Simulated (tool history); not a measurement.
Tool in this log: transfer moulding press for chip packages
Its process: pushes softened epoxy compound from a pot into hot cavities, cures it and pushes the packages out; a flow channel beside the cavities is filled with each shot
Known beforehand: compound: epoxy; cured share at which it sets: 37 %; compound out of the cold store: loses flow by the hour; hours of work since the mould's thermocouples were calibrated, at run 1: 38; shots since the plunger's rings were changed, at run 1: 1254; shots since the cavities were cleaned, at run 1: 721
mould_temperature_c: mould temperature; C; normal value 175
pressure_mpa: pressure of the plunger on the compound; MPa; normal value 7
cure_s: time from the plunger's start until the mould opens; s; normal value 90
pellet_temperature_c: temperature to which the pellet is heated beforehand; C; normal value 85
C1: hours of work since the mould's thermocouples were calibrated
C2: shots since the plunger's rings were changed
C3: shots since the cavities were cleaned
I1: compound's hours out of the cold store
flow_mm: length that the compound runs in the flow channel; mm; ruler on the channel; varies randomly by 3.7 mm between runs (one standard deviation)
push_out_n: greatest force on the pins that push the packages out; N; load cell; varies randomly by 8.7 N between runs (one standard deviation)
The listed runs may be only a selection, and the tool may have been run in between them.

run 1 day=0 | mould_temperature_c=175 pressure_mpa=7 cure_s=90 pellet_temperature_c=85 | C1=38 C2=1254 C3=721 | I1=13.9 | flow_mm=1004 push_out_n=687
run 2 day=0.212 | mould_temperature_c=175 pressure_mpa=7 cure_s=90 pellet_temperature_c=85 | C1=42 C2=1322 C3=789 | I1=37 | flow_mm=878 push_out_n=669
run 3 day=0.579 | mould_temperature_c=175 pressure_mpa=7 cure_s=90 pellet_temperature_c=85 | C1=48 C2=1440 C3=907 | I1=16 | flow_mm=989 push_out_n=747
-- day=0.775 cavities cleaned with cleaning compound and waxed
run 4 day=0.921 | mould_temperature_c=175 pressure_mpa=7 cure_s=90 pellet_temperature_c=85 | C1=53 C2=1530 C3=47 | I1=27.1 | flow_mm=928 push_out_n=417
run 5 day=1.238 | mould_temperature_c=175 pressure_mpa=7 cure_s=90 pellet_temperature_c=85 | C1=58 C2=1631 C3=148 | I1=19.4 | flow_mm=961 push_out_n=472
run 6 day=1.558 | mould_temperature_c=175 pressure_mpa=7 cure_s=90 pellet_temperature_c=85 | C1=63 C2=1734 C3=251 | I1=16.8 | flow_mm=979 push_out_n=509
run 7 day=1.875 | mould_temperature_c=175 pressure_mpa=7 cure_s=90 pellet_temperature_c=85 | C1=69 C2=1836 C3=353 | I1=31.9 | flow_mm=891 push_out_n=539
run 8 day=2.154 | mould_temperature_c=175 pressure_mpa=7 cure_s=90 pellet_temperature_c=85 | C1=73 C2=1926 C3=443 | I1=38.9 | flow_mm=860 push_out_n=567
run 9 day=2.492 | mould_temperature_c=175 pressure_mpa=7 cure_s=90 pellet_temperature_c=95 | C1=79 C2=2035 C3=552 | I1=23 | flow_mm=934 push_out_n=596
run 10 day=2.754 | mould_temperature_c=178 pressure_mpa=7 cure_s=90 pellet_temperature_c=85 | C1=84 C2=2118 C3=635 | I1=45.6 | flow_mm=824 push_out_n=559
run 11 day=3.046 | mould_temperature_c=178 pressure_mpa=7 cure_s=90 pellet_temperature_c=85 | C1=88 C2=2213 C3=730 | I1=32.2 | flow_mm=890 push_out_n=598
run 12 day=3.275 | mould_temperature_c=178 pressure_mpa=7 cure_s=90 pellet_temperature_c=85 | C1=92 C2=2286 C3=803 | I1=16.7 | flow_mm=968 push_out_n=627
run 13 day=3.538 | mould_temperature_c=178 pressure_mpa=7 cure_s=90 pellet_temperature_c=85 | C1=97 C2=2371 C3=888 | I1=30.6 | flow_mm=893 push_out_n=621
-- day=3.804 cavities cleaned with cleaning compound and waxed
run 14 day=3.996 | mould_temperature_c=178 pressure_mpa=7 cure_s=90 pellet_temperature_c=85 | C1=104 C2=2498 C3=62 | I1=34 | flow_mm=872 push_out_n=380
run 15 day=4.25 | mould_temperature_c=182 pressure_mpa=7 cure_s=72 pellet_temperature_c=76 | C1=108 C2=2580 C3=144 | I1=16.5 | flow_mm=951 push_out_n=496
run 16 day=4.454 | mould_temperature_c=174 pressure_mpa=6.51 cure_s=112 pellet_temperature_c=84 | C1=111 C2=2646 C3=210 | I1=11.9 | flow_mm=965 push_out_n=427
run 17 day=4.742 | mould_temperature_c=174 pressure_mpa=6.51 cure_s=112 pellet_temperature_c=84 | C1=116 C2=2738 C3=302 | I1=37 | flow_mm=833 push_out_n=452
run 18 day=4.95 | mould_temperature_c=174 pressure_mpa=8.36 cure_s=87 pellet_temperature_c=84 | C1=120 C2=2804 C3=368 | I1=43.4 | flow_mm=903 push_out_n=585
run 19 day=5.192 | mould_temperature_c=175 pressure_mpa=7 cure_s=90 pellet_temperature_c=87 | C1=124 C2=2882 C3=446 | I1=13.5 | flow_mm=985 push_out_n=593
run 20 day=5.538 | mould_temperature_c=175 pressure_mpa=7 cure_s=90 pellet_temperature_c=87 | C1=130 C2=2993 C3=557 | I1=9.7 | flow_mm=1004 push_out_n=642
run 21 day=5.829 | mould_temperature_c=167 pressure_mpa=7.58 cure_s=73 pellet_temperature_c=80 | C1=135 C2=3086 C3=650 | I1=21.6 | flow_mm=995 push_out_n=1681
run 22 day=6.092 | mould_temperature_c=175 pressure_mpa=7 cure_s=91 pellet_temperature_c=85 | C1=139 C2=3171 C3=735 | I1=42.9 | flow_mm=823 push_out_n=631

Run 23 comes next. What will it give?
run 23 day=6.383 | mould_temperature_c=171 pressure_mpa=8.07 cure_s=85 pellet_temperature_c=79 | C1=144 C2=3265 C3=829 | I1=27.4 | flow_mm=? push_out_n=?

{"run 23": {"flow_mm": 977, "push_out_n": 946}}
If the tool had no hidden condition, the same run with the same run-to-run variation would have returned flow_mm 1028 mm, push_out_n 558 N.
